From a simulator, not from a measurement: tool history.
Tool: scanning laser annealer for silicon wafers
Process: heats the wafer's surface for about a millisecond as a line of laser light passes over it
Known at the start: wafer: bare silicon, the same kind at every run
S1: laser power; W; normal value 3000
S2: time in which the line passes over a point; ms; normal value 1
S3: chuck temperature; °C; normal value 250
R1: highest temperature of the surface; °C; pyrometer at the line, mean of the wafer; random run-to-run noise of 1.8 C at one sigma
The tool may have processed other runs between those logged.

{"run": 1, "hour": 0.0, "S1": 3000, "S2": 1, "S3": 250, "R1": 976}
{"run": 2, "hour": 10.0, "S1": 3000, "S2": 1, "S3": 250, "R1": 981}
{"run": 3, "hour": 21.8, "S1": 3000, "S2": 1, "S3": 250, "R1": 977}
{"run": 4, "hour": 40.9, "S1": 3000, "S2": 0.84, "S3": 250, "R1": 906}
{"run": 5, "hour": 63.3, "S1": 3000, "S2": 0.84, "S3": 250, "R1": 906}
{"run": 6, "hour": 81.2, "S1": 3000, "S2": 0.84, "S3": 250, "R1": 904}
{"run": 7, "hour": 95.7, "S1": 3000, "S2": 0.84, "S3": 250, "R1": 903}
{"run": 8, "hour": 113.4, "S1": 3000, "S2": 1, "S3": 250, "R1": 975}
{"hour": 124.1, "done": "window over the wafer cleaned"}
{"run": 9, "hour": 127.3, "S1": 3117, "S2": 1.05, "S3": 250, "R1": 1061}
{"run": 10, "hour": 138.9, "S1": 3117, "S2": 1.05, "S3": 250, "R1": 1061}
{"run": 11, "hour": 150.3, "S1": 3110, "S2": 1.03, "S3": 288, "R1": 1090}
{"run": 12, "hour": 162.6, "S1": 3134, "S2": 0.76, "S3": 261, "R1": 932}
{"run": 13, "hour": 176.4, "S1": 3134, "S2": 0.76, "S3": 261, "R1": 938}
{"run": 14, "hour": 190.5, "S1": 3000, "S2": 1.22, "S3": 243, "R1": 1096}
{"run": 15, "hour": 211.8, "S1": 3035, "S2": 0.85, "S3": 236, "R1": 931}

Forecast run 16:
{"run": 16, "hour": 222.5, "S1": 3074, "S2": 0.85, "S3": 231, "R1": "?"}

Run 16 gave R1 936 °C.
Take away the tool's hidden state, keep the run-to-run variation as it was, and the same run would have given R1 944 °C.

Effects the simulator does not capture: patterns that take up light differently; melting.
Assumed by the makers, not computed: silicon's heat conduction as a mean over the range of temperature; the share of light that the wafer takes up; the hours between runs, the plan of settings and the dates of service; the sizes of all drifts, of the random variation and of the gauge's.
